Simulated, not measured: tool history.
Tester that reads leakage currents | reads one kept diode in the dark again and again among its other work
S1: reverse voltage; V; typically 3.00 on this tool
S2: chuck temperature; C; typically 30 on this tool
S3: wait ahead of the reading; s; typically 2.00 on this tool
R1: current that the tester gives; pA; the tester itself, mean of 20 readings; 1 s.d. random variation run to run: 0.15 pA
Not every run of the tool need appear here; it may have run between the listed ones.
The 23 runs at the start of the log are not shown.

| run | hour | S1 | S2 | S3 | R1 |
|---|---|---|---|---|---|
| 24 | 1518.0 | 10.05 | 29 | 2.00 | 70.13 |
|  | 1546.9 | chuck's temperature calibrated |
| 25 | 1562.0 | 7.71 | 30 | 0.67 | 70.15 |
| 26 | 1617.2 | 7.71 | 30 | 0.67 | 70.15 |
| 27 | 1676.1 | 19.42 | 54 | 2.60 | 675.15 |
| 28 | 1745.0 | 7.69 | 54 | 2.60 | 470.78 |
| 29 | 1786.0 | 7.69 | 54 | 2.79 | 471.00 |
| 30 | 1869.2 | 10.41 | 30 | 2.95 | 76.14 |
| 31 | 1916.2 | 10.41 | 51 | 2.09 | 421.82 |
| 32 | 2008.2 | 9.21 | 31 | 0.32 | 86.69 |
| 33 | 2070.3 | 9.21 | 31 | 0.32 | 86.56 |
| 34 | 2130.2 | 11.53 | 31 | 0.95 | 88.98 |
| 35 | 2207.1 | 1.02 | 32 | 0.95 | 37.03 |
| 36 | 2293.4 | 1.02 | 32 | 0.95 | 36.57 |
| 37 | 2369.1 | 1.69 | 30 | 2.00 | 37.53 |

5 ways to go on from here, each from the tool as it stands after run 37. What would each give?
| A | 2438.1 | 6.52 | 27 | 2.00 | ? |
| B | 2438.1 | 1.69 | 30 | 2.00 | ? |
| C | 2438.1 | 6.56 | 35 | 2.00 | ? |
| D | 2438.1 | 1.85 | 34 | 0.72 | ? |
| E | 2438.1 | 3.00 | 31 | 2.00 | ? |

| run | R1 |
|---|---|
| A | 48.97 |
| B | 37.55 |
| C | 98.24 |
| D | 55.25 |
| E | 51.38 |
The same runs, with their run-to-run variation unchanged, on a tool lacking any hidden condition would have given:
| run | R1 |
|---|---|
| A | 48.93 |
| B | 37.53 |
| C | 98.18 |
| D | 55.23 |
| E | 51.35 |

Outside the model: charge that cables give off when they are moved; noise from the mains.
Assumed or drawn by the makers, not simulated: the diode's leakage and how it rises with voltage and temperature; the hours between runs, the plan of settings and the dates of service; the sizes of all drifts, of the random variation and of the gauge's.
